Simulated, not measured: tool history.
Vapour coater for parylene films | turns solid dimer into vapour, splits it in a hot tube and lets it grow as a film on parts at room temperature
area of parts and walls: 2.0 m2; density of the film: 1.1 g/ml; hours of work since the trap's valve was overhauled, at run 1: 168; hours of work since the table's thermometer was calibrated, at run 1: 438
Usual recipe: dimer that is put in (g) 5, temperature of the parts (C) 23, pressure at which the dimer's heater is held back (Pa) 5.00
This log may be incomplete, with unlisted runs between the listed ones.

| run | hour | dimer that is put in (g) | temperature of the parts (C) | pressure at which the dimer's heater is held back (Pa) | hours of work since the trap's valve was overhauled | hours of work since the table's thermometer was calibrated | thickness of the film (um) |
|---|---|---|---|---|---|---|---|
| 1 | 0.0 | 5 | 23 | 5.00 | 168 | 438 | 1.29 |
| 2 | 38.6 | 5 | 23 | 5.00 | 196 | 466 | 1.27 |
| 3 | 68.9 | 5 | 23 | 5.00 | 218 | 488 | 1.28 |
| 4 | 108.0 | 5 | 23 | 5.62 | 247 | 517 | 1.24 |
| 5 | 141.0 | 5 | 23 | 5.62 | 271 | 541 | 1.27 |
| 6 | 177.4 | 5 | 23 | 5.00 | 298 | 568 | 1.26 |
| 7 | 204.8 | 5 | 23 | 2.57 | 318 | 588 | 1.37 |
| 8 | 232.4 | 4 | 23 | 5.63 | 338 | 608 | 0.98 |
| 9 | 257.5 | 4 | 23 | 5.63 | 357 | 626 | 0.96 |
| 10 | 281.9 | 3 | 23 | 5.63 | 374 | 644 | 0.73 |
| 11 | 320.0 | 5 | 23 | 3.52 | 402 | 672 | 1.29 |
| 12 | 359.0 | 4 | 23 | 5.00 | 431 | 701 | 0.98 |

The next listed run, before its measurement:
| 13 | 384.8 | 2 | 27 | 5.00 | 450 | 720 | ? |

Run 13 gave thickness of the film (um) 0.42.
If the tool had no hidden condition, the same run with the same run-to-run variation would have returned thickness of the film (um) 0.45.

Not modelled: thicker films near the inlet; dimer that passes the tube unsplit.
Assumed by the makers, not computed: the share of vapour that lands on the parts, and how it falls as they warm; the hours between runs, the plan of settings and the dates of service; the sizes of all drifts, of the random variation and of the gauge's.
